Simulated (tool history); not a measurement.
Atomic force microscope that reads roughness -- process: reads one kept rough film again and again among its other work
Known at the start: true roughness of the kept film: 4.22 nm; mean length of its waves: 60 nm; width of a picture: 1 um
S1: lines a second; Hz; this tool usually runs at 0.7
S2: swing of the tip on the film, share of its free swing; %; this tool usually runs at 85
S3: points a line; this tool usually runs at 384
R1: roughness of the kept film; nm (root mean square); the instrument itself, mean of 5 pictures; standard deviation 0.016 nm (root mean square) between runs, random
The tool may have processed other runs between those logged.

| run | day | S1 | S2 | S3 | R1 |
|---|---|---|---|---|---|
| 1 | 0 | 0.7 | 85 | 384 | 3.705 |
| 2 | 0.358 | 0.7 | 85 | 384 | 3.685 |
| 3 | 0.717 | 0.7 | 85 | 812 | 3.688 |
| 4 | 1.217 | 0.7 | 85 | 384 | 3.626 |
| 5 | 1.625 | 0.7 | 85 | 384 | 3.589 |
| 6 | 1.925 | 0.7 | 85 | 384 | 3.588 |
| 7 | 2.204 | 0.7 | 61 | 384 | 3.784 |
| 8 | 2.558 | 0.7 | 61 | 384 | 3.775 |
| 9 | 2.842 | 0.7 | 61 | 384 | 3.733 |
| 10 | 3.208 | 0.7 | 61 | 384 | 3.755 |
| 11 | 3.754 | 0.7 | 85 | 384 | 3.45 |
| 12 | 4.029 | 0.7 | 85 | 384 | 3.484 |
|  | 4.1 | new tip fitted |
| 13 | 4.338 | 0.7 | 85 | 384 | 3.741 |
| 14 | 4.767 | 0.7 | 85 | 384 | 3.739 |
| 15 | 5.167 | 0.7 | 85 | 384 | 3.688 |
| 16 | 5.5 | 0.7 | 85 | 384 | 3.689 |
| 17 | 5.779 | 0.7 | 85 | 384 | 3.661 |
| 18 | 6.229 | 0.7 | 85 | 436 | 3.621 |
| 19 | 6.596 | 1.196 | 85 | 384 | 3.377 |
| 20 | 7.196 | 0.7 | 85 | 384 | 3.584 |
| 21 | 7.646 | 0.7 | 85 | 384 | 3.526 |
| 22 | 8.121 | 0.7 | 85 | 384 | 3.521 |
| 23 | 8.592 | 0.7 | 85 | 384 | 3.476 |
|  | 8.671 | height scale calibrated on a step standard |
| 24 | 8.954 | 0.7 | 85 | 384 | 3.467 |
|  | 9.025 | new tip fitted |
| 25 | 9.562 | 0.7 | 82 | 298 | 3.782 |
| 26 | 9.808 | 1.748 | 80 | 284 | 3.443 |

Run 27 comes next. What will it give?
| 27 | 10.392 | 1.748 | 80 | 284 | ? |

Run 27 came out at R1 3.4 nm (root mean square).
Had the tool carried no hidden state, the very same run would have given R1 3.496 nm (root mean square).

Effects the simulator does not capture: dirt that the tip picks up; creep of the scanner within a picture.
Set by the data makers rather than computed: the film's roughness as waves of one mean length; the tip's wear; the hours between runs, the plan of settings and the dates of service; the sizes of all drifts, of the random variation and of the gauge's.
